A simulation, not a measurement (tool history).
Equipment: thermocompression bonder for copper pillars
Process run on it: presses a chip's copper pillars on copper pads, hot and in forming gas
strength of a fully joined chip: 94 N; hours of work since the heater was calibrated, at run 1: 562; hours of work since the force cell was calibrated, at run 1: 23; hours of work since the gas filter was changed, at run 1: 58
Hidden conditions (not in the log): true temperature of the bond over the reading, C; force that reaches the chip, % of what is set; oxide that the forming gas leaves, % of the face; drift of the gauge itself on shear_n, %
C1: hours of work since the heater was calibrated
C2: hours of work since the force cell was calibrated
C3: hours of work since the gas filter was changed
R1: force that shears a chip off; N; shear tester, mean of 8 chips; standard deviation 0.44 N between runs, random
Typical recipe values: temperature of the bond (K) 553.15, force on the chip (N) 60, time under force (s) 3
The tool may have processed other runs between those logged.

run 1 hour=0.0 | temperature_of_the_bond_(K)=553.15 force_on_the_chip_(N)=60 time_under_force_(s)=3 | C1=562 C2=23 C3=58 | R1=65.5
run 2 hour=6.1 | temperature_of_the_bond_(K)=553.15 force_on_the_chip_(N)=60 time_under_force_(s)=3 | C1=565 C2=27 C3=62 | R1=65.5
run 3 hour=17.4 | temperature_of_the_bond_(K)=553.15 force_on_the_chip_(N)=60 time_under_force_(s)=3 | C1=571 C2=33 C3=68 | R1=64.7
run 4 hour=22.4 | temperature_of_the_bond_(K)=553.15 force_on_the_chip_(N)=60 time_under_force_(s)=3 | C1=574 C2=35 C3=70 | R1=64.4
run 5 hour=31.3 | temperature_of_the_bond_(K)=555.15 force_on_the_chip_(N)=60 time_under_force_(s)=3 | C1=579 C2=40 C3=75 | R1=65.2
run 6 hour=39.3 | temperature_of_the_bond_(K)=553.15 force_on_the_chip_(N)=60 time_under_force_(s)=3 | C1=583 C2=44 C3=79 | R1=64.3
-- hour=41.8 force cell calibrated
run 7 hour=52.0 | temperature_of_the_bond_(K)=553.15 force_on_the_chip_(N)=45 time_under_force_(s)=3 | C1=589 C2=5 C3=85 | R1=53.2
run 8 hour=60.9 | temperature_of_the_bond_(K)=553.15 force_on_the_chip_(N)=42 time_under_force_(s)=3 | C1=594 C2=10 C3=90 | R1=50.5
run 9 hour=69.5 | temperature_of_the_bond_(K)=553.15 force_on_the_chip_(N)=41 time_under_force_(s)=3 | C1=598 C2=15 C3=95 | R1=49.6
run 10 hour=80.6 | temperature_of_the_bond_(K)=553.15 force_on_the_chip_(N)=60 time_under_force_(s)=2 | C1=604 C2=21 C3=101 | R1=57.3
run 11 hour=89.2 | temperature_of_the_bond_(K)=553.15 force_on_the_chip_(N)=37 time_under_force_(s)=6 | C1=609 C2=25 C3=105 | R1=56.1
run 12 hour=99.8 | temperature_of_the_bond_(K)=546.15 force_on_the_chip_(N)=60 time_under_force_(s)=5 | C1=615 C2=31 C3=111 | R1=67.1
-- hour=110.5 force cell calibrated, once more
-- hour=113.2 forming gas filter changed
run 13 hour=113.4 | temperature_of_the_bond_(K)=526.15 force_on_the_chip_(N)=38 time_under_force_(s)=2 | C1=621 C2=1 C3=0 | R1=29.3
run 14 hour=118.2 | temperature_of_the_bond_(K)=540.15 force_on_the_chip_(N)=60 time_under_force_(s)=7 | C1=623 C2=4 C3=3 | R1=72.6
run 15 hour=129.7 | temperature_of_the_bond_(K)=540.15 force_on_the_chip_(N)=58 time_under_force_(s)=8 | C1=629 C2=10 C3=9 | R1=74.0
run 16 hour=141.1 | temperature_of_the_bond_(K)=540.15 force_on_the_chip_(N)=58 time_under_force_(s)=6 | C1=635 C2=16 C3=15 | R1=69.5
run 17 hour=149.3 | temperature_of_the_bond_(K)=562.15 force_on_the_chip_(N)=58 time_under_force_(s)=4 | C1=640 C2=20 C3=19 | R1=74.3
run 18 hour=156.2 | temperature_of_the_bond_(K)=562.15 force_on_the_chip_(N)=58 time_under_force_(s)=4 | C1=643 C2=24 C3=23 | R1=74.7
run 19 hour=161.0 | temperature_of_the_bond_(K)=562.15 force_on_the_chip_(N)=58 time_under_force_(s)=4 | C1=646 C2=27 C3=25 | R1=74.9
run 20 hour=170.1 | temperature_of_the_bond_(K)=562.15 force_on_the_chip_(N)=58 time_under_force_(s)=4 | C1=651 C2=31 C3=30 | R1=73.9

Had the tool no unlogged condition, and each run kept its random variation, what would the results have been?
run=1 R1=66.7
run=2 R1=66.8
run=3 R1=66.2
run=4 R1=66.0
run=5 R1=67.0
run=6 R1=66.1
run=7 R1=54.9
run=8 R1=52.2
run=9 R1=51.4
run=10 R1=59.6
run=11 R1=58.5
run=12 R1=70.2
run=13 R1=28.5
run=14 R1=71.8
run=15 R1=73.4
run=16 R1=69.0
run=17 R1=74.2
run=18 R1=74.7
run=19 R1=74.9
run=20 R1=74.1
